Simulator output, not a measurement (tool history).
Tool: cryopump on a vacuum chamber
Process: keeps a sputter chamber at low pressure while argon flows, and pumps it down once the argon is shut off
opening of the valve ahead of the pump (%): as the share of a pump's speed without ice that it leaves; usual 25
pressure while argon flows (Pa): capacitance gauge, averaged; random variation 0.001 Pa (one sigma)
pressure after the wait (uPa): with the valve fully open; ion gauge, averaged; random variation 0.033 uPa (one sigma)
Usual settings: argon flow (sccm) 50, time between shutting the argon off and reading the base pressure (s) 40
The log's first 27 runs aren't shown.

run	hour	argon flow (sccm)	time between shutting the argon off and reading the base pressure (s)	opening of the valve ahead of the pump (%)	pressure while argon flows (Pa)	pressure after the wait (uPa)
28	930.7	28	21	50	0.0656	4.18
# hour 954.3: leaking fittings of the chamber tightened, without venting
29	966.4	28	21	50	0.0669	3.23
30	1002.3	28	21	50	0.0672	3.25
31	1024.4	28	21	50	0.0675	3.25
32	1047.1	28	21	50	0.0671	3.2
33	1092.7	28	156	50	0.0685	0.69
34	1127.3	63	33	44	0.1745	2.25
35	1158.4	63	33	44	0.1728	2.19

Forecast each of these 3 alternatives for the next run:
A	1182.9	38	33	44	?	?
B	1182.9	41	33	33	?	?
C	1182.9	63	33	34	?	?

run	pressure while argon flows (Pa)	pressure after the wait (uPa)
A	0.1043	2.17
B	0.149	2.17
C	0.2203	2.22
Without the tool's hidden state the same runs would have given:
run	pressure while argon flows (Pa)	pressure after the wait (uPa)
A	0.0942	2.05
B	0.1381	2.06
C	0.2035	2.1

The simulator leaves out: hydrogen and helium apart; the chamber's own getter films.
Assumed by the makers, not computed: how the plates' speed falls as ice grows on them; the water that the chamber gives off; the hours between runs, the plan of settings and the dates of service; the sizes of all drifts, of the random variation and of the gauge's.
